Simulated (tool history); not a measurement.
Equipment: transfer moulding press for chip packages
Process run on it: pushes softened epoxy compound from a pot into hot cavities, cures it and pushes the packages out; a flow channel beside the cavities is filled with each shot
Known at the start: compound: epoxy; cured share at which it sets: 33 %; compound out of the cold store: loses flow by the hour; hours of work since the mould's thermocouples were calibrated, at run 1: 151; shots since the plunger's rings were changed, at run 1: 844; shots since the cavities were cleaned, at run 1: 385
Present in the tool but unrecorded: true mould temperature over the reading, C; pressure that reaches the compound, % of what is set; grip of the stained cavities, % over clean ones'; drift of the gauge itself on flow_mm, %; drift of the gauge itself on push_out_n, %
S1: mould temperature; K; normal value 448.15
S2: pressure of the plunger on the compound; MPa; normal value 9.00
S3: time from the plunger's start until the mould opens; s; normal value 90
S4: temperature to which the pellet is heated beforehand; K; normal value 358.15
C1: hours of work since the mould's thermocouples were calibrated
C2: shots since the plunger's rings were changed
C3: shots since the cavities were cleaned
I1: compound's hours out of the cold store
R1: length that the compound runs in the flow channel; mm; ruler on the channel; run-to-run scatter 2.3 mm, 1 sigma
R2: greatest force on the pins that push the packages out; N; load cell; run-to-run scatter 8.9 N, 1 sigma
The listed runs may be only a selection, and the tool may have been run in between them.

| run | hour | S1 | S2 | S3 | S4 | C1 | C2 | C3 | I1 | R1 | R2 |
|---|---|---|---|---|---|---|---|---|---|---|---|
| 1 | 0.0 | 448.15 | 9.00 | 90 | 358.15 | 151 | 844 | 385 | 34.7 | 464 | 534 |
| 2 | 22.5 | 448.15 | 9.00 | 105 | 358.15 | 161 | 1044 | 585 | 35.7 | 465 | 471 |
|  | 30.3 | cavities cleaned with cleaning compound and waxed |
| 3 | 64.8 | 445.15 | 9.00 | 90 | 358.15 | 178 | 1408 | 308 | 28.2 | 479 | 654 |
|  | 102.2 | cavities cleaned with cleaning compound and waxed |
| 4 | 103.0 | 445.15 | 9.00 | 90 | 358.15 | 194 | 1735 | 7 | 22.7 | 499 | 521 |
| 5 | 130.7 | 445.15 | 9.00 | 90 | 358.15 | 206 | 1981 | 253 | 31.7 | 467 | 613 |
| 6 | 169.6 | 445.15 | 9.00 | 90 | 358.15 | 222 | 2328 | 600 | 12.7 | 522 | 758 |
|  | 174.9 | cavities cleaned with cleaning compound and waxed |
| 7 | 199.8 | 448.15 | 9.00 | 90 | 358.15 | 235 | 2584 | 223 | 13.1 | 512 | 521 |
| 8 | 229.9 | 448.15 | 9.00 | 90 | 358.15 | 248 | 2852 | 491 | 33.9 | 452 | 561 |
|  | 245.3 | cavities cleaned with cleaning compound and waxed |
| 9 | 274.2 | 448.15 | 9.00 | 90 | 358.15 | 266 | 3233 | 257 | 11.8 | 511 | 559 |
| 10 | 309.5 | 448.15 | 9.00 | 90 | 358.15 | 281 | 3547 | 571 | 17.0 | 491 | 600 |
|  | 316.8 | cavities cleaned with cleaning compound and waxed |
| 11 | 347.6 | 448.15 | 9.00 | 90 | 358.15 | 297 | 3874 | 275 | 12.7 | 500 | 553 |
| 12 | 377.5 | 448.15 | 9.00 | 90 | 358.15 | 309 | 4140 | 541 | 30.1 | 450 | 562 |
|  | 391.0 | cavities cleaned with cleaning compound and waxed |
| 13 | 423.5 | 448.15 | 9.00 | 90 | 358.15 | 329 | 4537 | 290 | 13.9 | 494 | 569 |
|  | 462.1 | cavities cleaned with cleaning compound and waxed |
| 14 | 462.1 | 446.15 | 7.93 | 89 | 363.15 | 344 | 4867 | 0 | 39.8 | 399 | 465 |
| 15 | 493.1 | 450.15 | 7.50 | 124 | 355.15 | 358 | 5143 | 276 | 12.8 | 439 | 377 |
|  | 501.7 | plunger's sealing rings changed |
|  | 535.7 | cavities cleaned with cleaning compound and waxed |
| 16 | 540.9 | 450.15 | 7.50 | 124 | 355.15 | 376 | 336 | 47 | 19.3 | 466 | 317 |
| 17 | 566.0 | 450.15 | 7.50 | 124 | 355.15 | 387 | 559 | 270 | 39.1 | 416 | 375 |
| 18 | 595.1 | 450.15 | 7.50 | 124 | 355.15 | 400 | 818 | 529 | 28.0 | 441 | 417 |
|  | 609.5 | cavities cleaned with cleaning compound and waxed |
| 19 | 617.7 | 450.15 | 7.50 | 124 | 355.15 | 409 | 1006 | 72 | 44.6 | 398 | 334 |
| 20 | 636.9 | 446.15 | 8.36 | 90 | 358.15 | 417 | 1177 | 243 | 19.8 | 487 | 596 |
| 21 | 675.9 | 448.15 | 7.56 | 90 | 357.15 | 434 | 1525 | 591 | 14.6 | 470 | 595 |
|  | 680.3 | cavities cleaned with cleaning compound and waxed |
|  | 706.8 | mould's thermocouples calibrated |
| 22 | 717.9 | 453.15 | 8.39 | 104 | 357.15 | 5 | 1868 | 317 | 42.8 | 413 | 390 |
|  | 755.0 | cavities cleaned with cleaning compound and waxed |
| 23 | 758.5 | 453.15 | 8.39 | 86 | 364.15 | 22 | 2216 | 31 | 23.8 | 462 | 371 |
| 24 | 789.6 | 453.15 | 8.39 | 86 | 364.15 | 35 | 2493 | 308 | 35.6 | 428 | 427 |
| 25 | 816.6 | 448.15 | 9.00 | 115 | 361.15 | 46 | 2734 | 549 | 40.5 | 435 | 425 |
|  | 825.6 | cavities cleaned with cleaning compound and waxed |
| 26 | 840.5 | 448.15 | 7.55 | 115 | 350.15 | 56 | 2934 | 133 | 25.2 | 431 | 339 |

Below are 4 alternative next runs, each starting from the tool's condition after run 26. Predict each:
| A | 867.9 | 448.15 | 7.55 | 105 | 350.15 | 68 | 3178 | 377 | 35.4 | ? | ? |
| B | 867.9 | 445.15 | 9.00 | 90 | 358.15 | 68 | 3178 | 377 | 37.4 | ? | ? |
| C | 867.9 | 448.15 | 9.07 | 86 | 358.15 | 68 | 3178 | 377 | 29.6 | ? | ? |
| D | 867.9 | 442.15 | 7.55 | 115 | 362.15 | 68 | 3178 | 377 | 37.8 | ? | ? |

| run | R1 | R2 |
|---|---|---|
| A | 411 | 428 |
| B | 447 | 620 |
| C | 460 | 603 |
| D | 414 | 470 |
Without the tool's hidden state the same runs would have given:
| run | R1 | R2 |
|---|---|---|
| A | 432 | 336 |
| B | 470 | 485 |
| C | 484 | 473 |
| D | 436 | 368 |
